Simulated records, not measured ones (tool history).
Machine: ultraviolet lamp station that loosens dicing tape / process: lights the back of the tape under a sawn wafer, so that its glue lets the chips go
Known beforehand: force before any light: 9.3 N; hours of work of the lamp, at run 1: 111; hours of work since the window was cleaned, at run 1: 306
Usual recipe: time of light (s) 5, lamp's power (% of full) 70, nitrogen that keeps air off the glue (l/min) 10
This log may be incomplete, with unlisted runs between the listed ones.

run  hour  time of light (s)  lamp's power (% of full)  nitrogen that keeps air off the glue (l/min)  hours of work of the lamp  hours of work since the window was cleaned  force that peels the tape off (N)  light that reached the tape (J/m2)
  1     0                  5                        70                                            10                        111                                         306                              0.628                                2190
  2   5.6                  5                        70                                            18                        113                                         308                              0.376                                2140
  3  14.2                  5                        70                                             3                        117                                         312                              1.817                                2170
  4  25.1                  5                        70                                            15                        122                                         317                              0.422                                2200
  5  33.9                  5                        70                                            15                        126                                         321                               0.44                                2150
  6  42.3                  5                        70                                            15                        130                                         324                              0.442                                2110
  7  49.9                  5                        70                                            15                        133                                         328                              0.421                                2160
  8  59.7                  5                        70                                            15                        137                                         332                               0.45                                2170
  9  67.6                  5                        70                                            15                        141                                         336                              0.459                                2150
 10  76.6                  5                        70                                            15                        145                                         340                              0.463                                2120
 11  82.8                  5                        83                                            15                        148                                         343                              0.282                                2510

What will run 12 give?
 12  88.4                  5                        88                                             4                        150                                         345                                  ?                                   ?

Run 12 gave force that peels the tape off (N) 0.956, light that reached the tape (J/m2) 2700.
Minus the tool's unlogged condition, the same run would have read force that peels the tape off (N) 0.612, light that reached the tape (J/m2) 3260.
